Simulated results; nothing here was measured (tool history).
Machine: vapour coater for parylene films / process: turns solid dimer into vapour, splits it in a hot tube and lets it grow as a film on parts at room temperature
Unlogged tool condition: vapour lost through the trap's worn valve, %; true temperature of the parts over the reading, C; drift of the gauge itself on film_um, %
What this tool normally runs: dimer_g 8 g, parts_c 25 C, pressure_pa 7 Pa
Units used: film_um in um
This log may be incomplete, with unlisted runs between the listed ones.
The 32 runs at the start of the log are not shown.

run    hour  dimer_g  parts_c  pressure_pa  hours of work since the trap's valve was overhauled  hours of work since the table's thermometer was calibrated  film_um
 33  1099.9        8       23         6.19                                                   61                                                        1661     3.92
 34  1138.3        8       36         6.01                                                   88                                                        1688     2.65
 35  1171.5        8       30         6.16                                                  111                                                        1711     3.06
 36  1197.6        3       21         6.16                                                  129                                                        1729     1.51
 37  1243.4        6       20         6.16                                                  161                                                        1761     3.11
 38  1278.1        6       20         6.16                                                  185                                                        1785     3.02
 39  1319.6        4       36            7                                                  214                                                        1814      1.2
 40  1369.9        4       36            7                                                  249                                                        1849     1.18
 41  1417.6        4       36            7                                                  282                                                        1882     1.15
 42  1451.5        6       27            7                                                  305                                                        1906     2.31
 43    1488        5       25         5.01                                                  331                                                        1931     2.08
 44  1528.1        3       29         2.92                                                  359                                                        1959      1.2
     1560.3  -- trap's valve overhauled
 45  1582.8        5       21         2.27                                                   16                                                        1994     3.06
 46  1620.2        7       22         2.79                                                   42                                                        2020        4

Consider 4 possible next runs. They are alternatives, not a sequence: every one starts from the tool as it was left by run 46. What does each give?
  A  1665.4        8       25         8.52                                                   73                                                        2051        ?
  B  1665.4        7       22         2.79                                                   73                                                        2051        ?
  C  1665.4        8       28         5.56                                                   73                                                        2051        ?
  D  1665.4        8       25         2.67                                                   73                                                        2051        ?

run  film_um
  A     3.45
  B     3.92
  C     3.44
  D     4.15
With no hidden state in the tool, these same runs would have given:
run  film_um
  A     3.44
  B     3.91
  C     3.42
  D     4.13

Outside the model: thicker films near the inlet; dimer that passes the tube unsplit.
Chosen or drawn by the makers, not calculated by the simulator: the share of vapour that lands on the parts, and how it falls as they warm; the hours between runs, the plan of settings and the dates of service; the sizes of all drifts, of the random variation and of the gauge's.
